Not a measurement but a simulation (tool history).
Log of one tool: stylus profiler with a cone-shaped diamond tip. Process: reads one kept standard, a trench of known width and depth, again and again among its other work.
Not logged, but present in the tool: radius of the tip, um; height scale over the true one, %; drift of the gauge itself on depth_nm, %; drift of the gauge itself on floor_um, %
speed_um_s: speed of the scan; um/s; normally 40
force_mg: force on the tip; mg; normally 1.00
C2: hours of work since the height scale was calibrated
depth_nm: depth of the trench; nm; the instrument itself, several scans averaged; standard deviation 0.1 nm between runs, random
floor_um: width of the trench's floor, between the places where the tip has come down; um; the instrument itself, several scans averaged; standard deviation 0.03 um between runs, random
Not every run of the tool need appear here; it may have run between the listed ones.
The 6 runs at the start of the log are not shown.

Run 7, hour 226.5: usual settings but speed_um_s 105 um/s; scans with this tip 7697; C2 1101. Result: depth_nm 500.91 nm, floor_um 24.63 um.
Run 8, hour 268.4: usual settings but speed_um_s 136 um/s; scans with this tip 7901; C2 1131. Result: depth_nm 501.04 nm, floor_um 24.42 um.
Run 9, hour 297.6: usual settings but speed_um_s 136 um/s; scans with this tip 8043; C2 1151. Result: depth_nm 500.87 nm, floor_um 24.42 um.
Run 10, hour 331.0: usual settings but speed_um_s 136 um/s; scans with this tip 8205; C2 1174. Result: depth_nm 500.92 nm, floor_um 24.41 um.
Run 11, hour 379.0: usual settings but speed_um_s 136 um/s; scans with this tip 8439; C2 1207. Result: depth_nm 500.79 nm, floor_um 24.35 um.
At hour 382.0: height scale calibrated on a step standard.
Run 12, hour 412.9: usual settings but speed_um_s 25 um/s; scans with this tip 8601; C2 22. Result: depth_nm 500.14 nm, floor_um 25.02 um.
Run 13, hour 452.8: usual settings but force_mg 0.50 mg; scans with this tip 8795; C2 49. Result: depth_nm 499.20 nm, floor_um 24.72 um.
At hour 457.8: height scale calibrated on a step standard, once more.
Run 14, hour 478.5: usual settings but force_mg 0.50 mg; scans with this tip 8918; C2 14. Result: depth_nm 501.52 nm, floor_um 24.82 um.
Run 15, hour 517.5: usual settings but force_mg 1.15 mg; scans with this tip 9107; C2 42. Result: depth_nm 502.50 nm, floor_um 24.84 um.
Run 16, hour 554.9: usual settings but force_mg 1.15 mg; scans with this tip 9289; C2 68. Result: depth_nm 502.42 nm, floor_um 24.78 um.
Run 17, hour 576.2: usual settings but speed_um_s 104 um/s; scans with this tip 9392; C2 82. Result: depth_nm 502.29 nm, floor_um 24.36 um.
Run 18, hour 607.2: usual settings but speed_um_s 47 um/s, force_mg 2.28 mg; scans with this tip 9543; C2 104. Result: depth_nm 504.17 nm, floor_um 24.83 um.
Run 19, hour 655.5: usual settings but speed_um_s 47 um/s, force_mg 2.28 mg; scans with this tip 9778; C2 138. Result: depth_nm 504.26 nm, floor_um 24.75 um.
Run 20, hour 684.0: usual settings but speed_um_s 26 um/s, force_mg 0.96 mg; scans with this tip 9916; C2 157. Result: depth_nm 502.01 nm, floor_um 24.77 um.
Run 21, hour 708.3: usual settings but speed_um_s 31 um/s, force_mg 1.16 mg; scans with this tip 10035; C2 174. Result: depth_nm 502.46 nm, floor_um 24.72 um.
Run 22, hour 735.0: usual settings but speed_um_s 31 um/s, force_mg 1.16 mg; scans with this tip 10164; C2 193. Result: depth_nm 502.15 nm, floor_um 24.69 um.
Run 23, hour 762.6: usual settings but speed_um_s 117 um/s, force_mg 0.55 mg; scans with this tip 10299; C2 212. Result: depth_nm 501.32 nm, floor_um 23.94 um.
Run 24, hour 810.6: usual settings but speed_um_s 117 um/s, force_mg 1.25 mg; scans with this tip 10531; C2 245. Result: depth_nm 502.63 nm, floor_um 24.14 um.

Estimate the outcome of run 25 from the log above:
Run 25, hour 839.1: usual settings but speed_um_s 117 um/s, force_mg 2.52 mg; scans with this tip 10670; C2 265. Result: depth_nm ?, floor_um ?.

Logged for run 25: depth_nm 504.15 nm, floor_um 24.37 um.
With no hidden state in the tool, this same run would have given depth_nm 504.67 nm, floor_um 26.56 um.
